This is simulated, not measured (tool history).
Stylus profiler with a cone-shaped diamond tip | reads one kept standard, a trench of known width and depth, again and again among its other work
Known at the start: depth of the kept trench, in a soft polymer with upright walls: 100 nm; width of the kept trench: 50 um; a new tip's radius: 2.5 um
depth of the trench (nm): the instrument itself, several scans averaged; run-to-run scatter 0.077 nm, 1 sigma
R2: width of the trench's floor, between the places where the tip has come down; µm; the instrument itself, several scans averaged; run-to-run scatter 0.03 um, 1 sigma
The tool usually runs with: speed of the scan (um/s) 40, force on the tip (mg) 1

{"run": 1, "day": 0.0, "speed of the scan (um/s)": 40, "force on the tip (mg)": 1, "depth of the trench (nm)": 101.19, "R2": 47.28}
{"run": 2, "day": 2.229, "speed of the scan (um/s)": 40, "force on the tip (mg)": 1, "depth of the trench (nm)": 101.16, "R2": 47.2}
{"day": 6.792, "done": "new tip fitted, height scale calibrated"}
{"run": 3, "day": 6.929, "speed of the scan (um/s)": 40, "force on the tip (mg)": 1.59, "depth of the trench (nm)": 100.9, "R2": 48.44}
{"run": 4, "day": 11.092, "speed of the scan (um/s)": 40, "force on the tip (mg)": 1.59, "depth of the trench (nm)": 101.01, "R2": 48.41}
{"run": 5, "day": 15.846, "speed of the scan (um/s)": 40, "force on the tip (mg)": 1.59, "depth of the trench (nm)": 101.04, "R2": 48.32}
{"run": 6, "day": 17.892, "speed of the scan (um/s)": 40, "force on the tip (mg)": 1.59, "depth of the trench (nm)": 100.91, "R2": 48.28}
{"run": 7, "day": 22.004, "speed of the scan (um/s)": 40, "force on the tip (mg)": 1.98, "depth of the trench (nm)": 101.25, "R2": 48.25}
{"run": 8, "day": 24.517, "speed of the scan (um/s)": 40, "force on the tip (mg)": 1.98, "depth of the trench (nm)": 101.21, "R2": 48.24}
{"run": 9, "day": 27.208, "speed of the scan (um/s)": 40, "force on the tip (mg)": 0.75, "depth of the trench (nm)": 100.62, "R2": 48.16}
{"run": 10, "day": 31.625, "speed of the scan (um/s)": 40, "force on the tip (mg)": 0.75, "depth of the trench (nm)": 100.57, "R2": 48.04}
{"run": 11, "day": 33.788, "speed of the scan (um/s)": 40, "force on the tip (mg)": 0.75, "depth of the trench (nm)": 100.68, "R2": 48.04}
{"run": 12, "day": 38.075, "speed of the scan (um/s)": 40, "force on the tip (mg)": 0.75, "depth of the trench (nm)": 100.62, "R2": 48.01}
{"run": 13, "day": 40.604, "speed of the scan (um/s)": 40, "force on the tip (mg)": 1, "depth of the trench (nm)": 100.77, "R2": 48.06}
{"run": 14, "day": 43.308, "speed of the scan (um/s)": 40, "force on the tip (mg)": 1, "depth of the trench (nm)": 100.84, "R2": 47.99}
{"run": 15, "day": 46.675, "speed of the scan (um/s)": 15, "force on the tip (mg)": 1, "depth of the trench (nm)": 100.72, "R2": 48.12}
{"run": 16, "day": 50.083, "speed of the scan (um/s)": 15, "force on the tip (mg)": 1, "depth of the trench (nm)": 100.86, "R2": 48.07}
{"run": 17, "day": 53.383, "speed of the scan (um/s)": 10, "force on the tip (mg)": 2.29, "depth of the trench (nm)": 101.33, "R2": 48.05}
{"run": 18, "day": 56.892, "speed of the scan (um/s)": 63, "force on the tip (mg)": 0.76, "depth of the trench (nm)": 100.74, "R2": 47.7}
{"run": 19, "day": 59.904, "speed of the scan (um/s)": 47, "force on the tip (mg)": 2.8, "depth of the trench (nm)": 101.58, "R2": 47.84}
{"run": 20, "day": 62.629, "speed of the scan (um/s)": 139, "force on the tip (mg)": 1.37, "depth of the trench (nm)": 101.15, "R2": 47.43}
{"run": 21, "day": 66.846, "speed of the scan (um/s)": 55, "force on the tip (mg)": 1.22, "depth of the trench (nm)": 101.15, "R2": 47.7}
{"run": 22, "day": 69.162, "speed of the scan (um/s)": 55, "force on the tip (mg)": 1.22, "depth of the trench (nm)": 101.09, "R2": 47.74}
{"run": 23, "day": 73.538, "speed of the scan (um/s)": 55, "force on the tip (mg)": 0.77, "depth of the trench (nm)": 100.72, "R2": 47.62}
{"run": 24, "day": 77.496, "speed of the scan (um/s)": 55, "force on the tip (mg)": 0.77, "depth of the trench (nm)": 100.82, "R2": 47.59}
{"run": 25, "day": 81.55, "speed of the scan (um/s)": 143, "force on the tip (mg)": 0.49, "depth of the trench (nm)": 100.73, "R2": 46.87}
{"run": 26, "day": 83.85, "speed of the scan (um/s)": 34, "force on the tip (mg)": 1.43, "depth of the trench (nm)": 101.13, "R2": 47.68}
{"run": 27, "day": 86.871, "speed of the scan (um/s)": 12, "force on the tip (mg)": 1.43, "depth of the trench (nm)": 101.13, "R2": 47.68}
{"run": 28, "day": 90.538, "speed of the scan (um/s)": 40, "force on the tip (mg)": 1.75, "depth of the trench (nm)": 101.33, "R2": 47.61}
{"run": 29, "day": 93.829, "speed of the scan (um/s)": 40, "force on the tip (mg)": 1.75, "depth of the trench (nm)": 101.36, "R2": 47.61}
{"run": 30, "day": 96.579, "speed of the scan (um/s)": 31, "force on the tip (mg)": 0.37, "depth of the trench (nm)": 100.78, "R2": 47.45}
{"run": 31, "day": 99.658, "speed of the scan (um/s)": 24, "force on the tip (mg)": 0.88, "depth of the trench (nm)": 101.13, "R2": 47.58}

Subtracting, for every run, the result it would have given without the tool's unlogged condition from the measured result gives the following. The same run-to-run variation enters both numbers; the gauge's scatter may not:
Hidden state present: radius of the tip, um; height scale over the true one, %; drift of the gauge itself on depth_nm, %; drift of the gauge itself on floor_um, %.
run=1 depth_of_the_trench_(nm)=+0.55 R2=-1.17
run=2 depth_of_the_trench_(nm)=+0.56 R2=-1.19
run=3 depth_of_the_trench_(nm)=+0 R2=-0.02
run=4 depth_of_the_trench_(nm)=+0.01 R2=-0.07
run=5 depth_of_the_trench_(nm)=+0.04 R2=-0.13
run=6 depth_of_the_trench_(nm)=+0.04 R2=-0.15
run=7 depth_of_the_trench_(nm)=+0.06 R2=-0.2
run=8 depth_of_the_trench_(nm)=+0.07 R2=-0.23
run=9 depth_of_the_trench_(nm)=+0.09 R2=-0.26
run=10 depth_of_the_trench_(nm)=+0.11 R2=-0.3
run=11 depth_of_the_trench_(nm)=+0.11 R2=-0.33
run=12 depth_of_the_trench_(nm)=+0.14 R2=-0.38
run=13 depth_of_the_trench_(nm)=+0.15 R2=-0.4
run=14 depth_of_the_trench_(nm)=+0.17 R2=-0.43
run=15 depth_of_the_trench_(nm)=+0.18 R2=-0.46
run=16 depth_of_the_trench_(nm)=+0.19 R2=-0.49
run=17 depth_of_the_trench_(nm)=+0.21 R2=-0.52
run=18 depth_of_the_trench_(nm)=+0.22 R2=-0.56
run=19 depth_of_the_trench_(nm)=+0.24 R2=-0.59
run=20 depth_of_the_trench_(nm)=+0.26 R2=-0.61
run=21 depth_of_the_trench_(nm)=+0.27 R2=-0.65
run=22 depth_of_the_trench_(nm)=+0.28 R2=-0.67
run=23 depth_of_the_trench_(nm)=+0.31 R2=-0.71
run=24 depth_of_the_trench_(nm)=+0.32 R2=-0.74
run=25 depth_of_the_trench_(nm)=+0.33 R2=-0.78
run=26 depth_of_the_trench_(nm)=+0.35 R2=-0.8
run=27 depth_of_the_trench_(nm)=+0.36 R2=-0.82
run=28 depth_of_the_trench_(nm)=+0.38 R2=-0.85
run=29 depth_of_the_trench_(nm)=+0.39 R2=-0.87
run=30 depth_of_the_trench_(nm)=+0.41 R2=-0.9
run=31 depth_of_the_trench_(nm)=+0.42 R2=-0.92

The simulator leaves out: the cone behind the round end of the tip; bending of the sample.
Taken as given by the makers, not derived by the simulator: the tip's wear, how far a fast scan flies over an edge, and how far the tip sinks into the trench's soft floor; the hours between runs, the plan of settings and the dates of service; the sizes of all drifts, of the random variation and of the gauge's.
